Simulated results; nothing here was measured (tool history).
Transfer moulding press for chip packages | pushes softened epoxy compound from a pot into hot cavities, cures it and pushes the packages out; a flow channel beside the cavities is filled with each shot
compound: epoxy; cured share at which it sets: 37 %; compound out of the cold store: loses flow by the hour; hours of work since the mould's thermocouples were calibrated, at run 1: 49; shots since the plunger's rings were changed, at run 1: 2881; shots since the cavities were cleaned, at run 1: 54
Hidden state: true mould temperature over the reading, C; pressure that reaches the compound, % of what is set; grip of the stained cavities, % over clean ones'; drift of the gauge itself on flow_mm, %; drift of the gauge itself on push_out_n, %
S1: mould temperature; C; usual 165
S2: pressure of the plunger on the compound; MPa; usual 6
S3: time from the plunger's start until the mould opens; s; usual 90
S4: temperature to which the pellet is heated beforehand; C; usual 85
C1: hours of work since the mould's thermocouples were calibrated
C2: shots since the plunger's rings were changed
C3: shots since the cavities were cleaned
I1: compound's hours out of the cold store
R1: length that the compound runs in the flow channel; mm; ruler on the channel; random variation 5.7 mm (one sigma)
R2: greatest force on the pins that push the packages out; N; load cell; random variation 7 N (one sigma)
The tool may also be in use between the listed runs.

{"run": 1, "hour": 0.0, "S1": 165, "S2": 6, "S3": 90, "S4": 85, "C1": 49, "C2": 2881, "C3": 54, "I1": 13.8, "R1": 980, "R2": 332}
{"hour": 6.2, "done": "plunger's sealing rings changed"}
{"run": 2, "hour": 18.5, "S1": 165, "S2": 6, "S3": 90, "S4": 85, "C1": 60, "C2": 158, "C3": 260, "I1": 9, "R1": 1044, "R2": 392}
{"run": 3, "hour": 34.0, "S1": 165, "S2": 6, "S3": 90, "S4": 93, "C1": 71, "C2": 356, "C3": 458, "I1": 20.3, "R1": 970, "R2": 432}
{"hour": 37.6, "done": "cavities cleaned with cleaning compound and waxed"}
{"run": 4, "hour": 53.4, "S1": 165, "S2": 6, "S3": 90, "S4": 85, "C1": 84, "C2": 585, "C3": 202, "I1": 25.4, "R1": 960, "R2": 403}
{"hour": 76.6, "done": "cavities cleaned with cleaning compound and waxed"}
{"run": 5, "hour": 77.1, "S1": 165, "S2": 6, "S3": 99, "S4": 85, "C1": 100, "C2": 871, "C3": 7, "I1": 11.6, "R1": 1022, "R2": 268}
{"run": 6, "hour": 89.6, "S1": 165, "S2": 6, "S3": 90, "S4": 85, "C1": 109, "C2": 1030, "C3": 166, "I1": 39.5, "R1": 878, "R2": 355}
{"run": 7, "hour": 111.9, "S1": 165, "S2": 6, "S3": 90, "S4": 85, "C1": 125, "C2": 1316, "C3": 452, "I1": 28.6, "R1": 928, "R2": 440}
{"hour": 115.6, "done": "cavities cleaned with cleaning compound and waxed"}
{"run": 8, "hour": 128.9, "S1": 165, "S2": 6, "S3": 90, "S4": 85, "C1": 136, "C2": 1516, "C3": 171, "I1": 47.8, "R1": 844, "R2": 366}
{"run": 9, "hour": 140.1, "S1": 166, "S2": 6, "S3": 90, "S4": 85, "C1": 144, "C2": 1660, "C3": 315, "I1": 10.7, "R1": 1012, "R2": 390}
{"hour": 154.6, "done": "cavities cleaned with cleaning compound and waxed"}
{"run": 10, "hour": 157.8, "S1": 166, "S2": 6, "S3": 90, "S4": 85, "C1": 155, "C2": 1868, "C3": 41, "I1": 32.3, "R1": 909, "R2": 298}
{"run": 11, "hour": 174.5, "S1": 163, "S2": 6, "S3": 90, "S4": 85, "C1": 167, "C2": 2081, "C3": 254, "I1": 47.8, "R1": 845, "R2": 410}
{"run": 12, "hour": 190.1, "S1": 163, "S2": 6, "S3": 90, "S4": 85, "C1": 178, "C2": 2282, "C3": 455, "I1": 24.9, "R1": 946, "R2": 477}
{"hour": 193.6, "done": "mould's thermocouples calibrated"}
{"hour": 195.1, "done": "cavities cleaned with cleaning compound and waxed"}
{"run": 13, "hour": 208.7, "S1": 170, "S2": 6, "S3": 90, "S4": 85, "C1": 10, "C2": 2475, "C3": 174, "I1": 12.9, "R1": 975, "R2": 322}
{"hour": 234.1, "done": "cavities cleaned with cleaning compound and waxed"}
{"run": 14, "hour": 234.2, "S1": 165, "S2": 6.88, "S3": 90, "S4": 85, "C1": 27, "C2": 2783, "C3": 2, "I1": 16.8, "R1": 1046, "R2": 313}
{"hour": 247.9, "done": "plunger's sealing rings changed"}
{"run": 15, "hour": 249.8, "S1": 170, "S2": 4.81, "S3": 73, "S4": 77, "C1": 36, "C2": 26, "C3": 171, "I1": 9.3, "R1": 914, "R2": 423}
{"hour": 276.2, "done": "cavities cleaned with cleaning compound and waxed"}
{"run": 16, "hour": 277.0, "S1": 170, "S2": 5.87, "S3": 107, "S4": 77, "C1": 55, "C2": 355, "C3": 11, "I1": 44.8, "R1": 848, "R2": 256}
{"run": 17, "hour": 301.3, "S1": 168, "S2": 5.34, "S3": 90, "S4": 85, "C1": 72, "C2": 666, "C3": 322, "I1": 43.4, "R1": 807, "R2": 385}
{"hour": 316.4, "done": "cavities cleaned with cleaning compound and waxed"}
{"hour": 322.6, "done": "mould's thermocouples calibrated, once more"}
{"run": 18, "hour": 328.2, "S1": 168, "S2": 5.34, "S3": 90, "S4": 85, "C1": 4, "C2": 967, "C3": 125, "I1": 37.1, "R1": 837, "R2": 317}
{"run": 19, "hour": 342.1, "S1": 168, "S2": 4.53, "S3": 90, "S4": 85, "C1": 14, "C2": 1145, "C3": 303, "I1": 11.8, "R1": 862, "R2": 371}
{"hour": 358.3, "done": "cavities cleaned with cleaning compound and waxed"}
{"run": 20, "hour": 360.5, "S1": 161, "S2": 5.44, "S3": 90, "S4": 81, "C1": 26, "C2": 1362, "C3": 28, "I1": 23.5, "R1": 927, "R2": 389}
{"run": 21, "hour": 386.9, "S1": 165, "S2": 5.82, "S3": 93, "S4": 81, "C1": 45, "C2": 1700, "C3": 366, "I1": 32.9, "R1": 901, "R2": 410}
{"hour": 397.5, "done": "cavities cleaned with cleaning compound and waxed"}
{"run": 22, "hour": 415.0, "S1": 165, "S2": 5.87, "S3": 75, "S4": 81, "C1": 64, "C2": 2042, "C3": 225, "I1": 25.7, "R1": 929, "R2": 537}
{"hour": 437.2, "done": "cavities cleaned with cleaning compound and waxed"}
{"run": 23, "hour": 442.3, "S1": 165, "S2": 5.07, "S3": 90, "S4": 90, "C1": 82, "C2": 2372, "C3": 64, "I1": 26.9, "R1": 850, "R2": 329}
{"run": 24, "hour": 457.0, "S1": 165, "S2": 7.29, "S3": 81, "S4": 85, "C1": 93, "C2": 2562, "C3": 254, "I1": 38.5, "R1": 966, "R2": 455}
{"hour": 475.5, "done": "cavities cleaned with cleaning compound and waxed"}
{"run": 25, "hour": 480.2, "S1": 165, "S2": 6, "S3": 92, "S4": 85, "C1": 108, "C2": 2840, "C3": 60, "I1": 17.4, "R1": 975, "R2": 319}
{"hour": 488.9, "done": "plunger's sealing rings changed"}
{"run": 26, "hour": 500.9, "S1": 165, "S2": 6, "S3": 92, "S4": 85, "C1": 121, "C2": 154, "C3": 293, "I1": 32.9, "R1": 936, "R2": 379}
{"hour": 517.6, "done": "cavities cleaned with cleaning compound and waxed"}
{"run": 27, "hour": 522.5, "S1": 165, "S2": 6, "S3": 92, "S4": 85, "C1": 135, "C2": 412, "C3": 63, "I1": 14.5, "R1": 1018, "R2": 334}

Forecast each of these 4 alternatives for the next run:
{"run": "A", "hour": 535.4, "S1": 173, "S2": 5.33, "S3": 99, "S4": 85, "C1": 145, "C2": 577, "C3": 228, "I1": 34.1, "R1": "?", "R2": "?"}
{"run": "B", "hour": 535.4, "S1": 165, "S2": 7.39, "S3": 73, "S4": 76, "C1": 145, "C2": 577, "C3": 228, "I1": 17.4, "R1": "?", "R2": "?"}
{"run": "C", "hour": 535.4, "S1": 164, "S2": 6, "S3": 90, "S4": 85, "C1": 145, "C2": 577, "C3": 228, "I1": 24.2, "R1": "?", "R2": "?"}
{"run": "D", "hour": 535.4, "S1": 163, "S2": 7.09, "S3": 90, "S4": 85, "C1": 145, "C2": 577, "C3": 228, "I1": 9.9, "R1": "?", "R2": "?"}

run=A R1=826 R2=330
run=B R1=1114 R2=610
run=C R1=967 R2=404
run=D R1=1144 R2=456
Without the tool's hidden state the same runs would have given:
run=A R1=831 R2=258
run=B R1=1120 R2=457
run=C R1=972 R2=307
run=D R1=1149 R2=344
